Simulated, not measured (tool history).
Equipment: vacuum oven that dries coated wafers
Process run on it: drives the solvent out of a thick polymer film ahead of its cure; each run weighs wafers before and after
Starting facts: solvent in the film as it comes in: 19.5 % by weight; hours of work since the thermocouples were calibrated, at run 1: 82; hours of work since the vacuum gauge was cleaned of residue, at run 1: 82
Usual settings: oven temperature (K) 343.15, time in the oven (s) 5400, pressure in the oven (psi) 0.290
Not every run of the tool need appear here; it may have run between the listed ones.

run	hour	oven temperature (K)	time in the oven (s)	pressure in the oven (psi)	hours of work since the thermocouples were calibrated	hours of work since the vacuum gauge was cleaned of residue	solvent left in the film (%)
1	0.0	343.15	5400	0.290	82	82	2.56
2	85.9	343.15	5400	0.290	150	150	2.53
3	138.9	343.15	5400	0.290	192	192	2.49
4	249.0	343.15	5400	0.290	279	279	2.54
5	374.8	343.15	4620	0.290	378	378	3.05
6	483.9	343.15	5400	0.290	464	464	2.52
7	600.6	343.15	5400	0.290	557	557	2.51
8	666.5	343.15	5400	0.290	609	609	2.53
# hour 741.5: oven's thermocouples calibrated
9	751.4	343.15	5400	0.290	8	674	2.55
10	832.5	343.15	5400	0.290	72	738	2.55
11	942.8	343.15	5400	0.290	159	825	2.51
12	1049.2	343.15	5400	0.283	243	909	2.49
13	1115.1	343.15	5400	0.290	295	961	2.51
14	1219.9	343.15	5400	0.290	378	1044	2.54
15	1274.6	343.15	5400	0.290	421	1087	2.53
16	1376.3	343.15	5400	0.290	502	1168	2.53
17	1477.7	343.15	5400	0.290	582	1248	2.55
18	1583.9	343.15	5400	0.290	666	1332	2.48
# hour 1595.3: oven's thermocouples calibrated
19	1669.1	343.15	5400	0.290	58	1398	2.53
20	1725.2	343.15	5400	0.290	103	1442	2.59
21	1792.8	343.15	5400	0.290	156	1495	2.52
22	1858.8	343.15	5400	0.290	208	1547	2.57
23	1932.5	343.15	5400	0.290	266	1606	2.52
24	2026.7	343.15	5400	0.290	341	1680	2.49
25	2095.1	348.15	5400	0.702	395	1734	2.89
26	2190.9	336.15	3300	0.368	471	1810	7.88
27	2258.5	345.15	8340	0.476	524	1863	2.17
28	2339.0	355.15	2760	0.511	588	1927	2.13
# hour 2441.3: oven's thermocouples calibrated
29	2441.3	355.15	5460	0.511	0	2006	1.49
30	2497.2	343.15	5400	0.361	44	2050	2.84
31	2577.9	328.15	2880	0.255	108	2114	11.56
32	2639.9	328.15	2880	0.255	157	2163	11.56
33	2743.3	341.15	4920	0.631	239	2245	5.01
34	2794.8	329.15	8640	0.170	279	2285	5.25
35	2883.9	349.15	3180	0.290	350	2356	2.57
36	2989.7	357.15	4080	0.515	433	2439	1.40
37	3106.0	357.15	4080	0.515	525	2531	1.37
38	3196.5	352.15	7320	0.149	597	2603	0.54
# hour 3279.8: vacuum gauge cleaned of residue and calibrated
# hour 3293.5: oven's thermocouples calibrated
39	3315.7	336.15	8640	0.424	18	27	3.97
40	3368.0	336.15	8640	0.424	59	68	3.89
41	3486.6	346.15	2940	0.294	153	162	3.87
42	3606.7	343.15	9060	0.431	247	257	2.18
43	3685.1	343.15	4500	0.290	309	319	3.10
44	3781.3	333.15	8040	0.194	385	395	4.00
45	3850.1	333.15	8040	0.194	440	449	4.03
46	3911.4	333.15	8040	0.194	488	497	4.01

4 options for the next run, each taken on its own from the tool as it stands now. Forecast them:
A	3999.3	342.15	8520	0.194	558	567	?
B	3999.3	343.15	5940	0.290	558	567	?
C	3999.3	333.15	6780	0.877	558	567	?
D	3999.3	340.15	3120	0.255	558	567	?

run	solvent left in the film (%)
A	1.28
B	2.23
C	8.76
D	5.96
With no hidden state in the tool, these same runs would have given:
run	solvent left in the film (%)
A	1.29
B	2.24
C	8.79
D	5.99
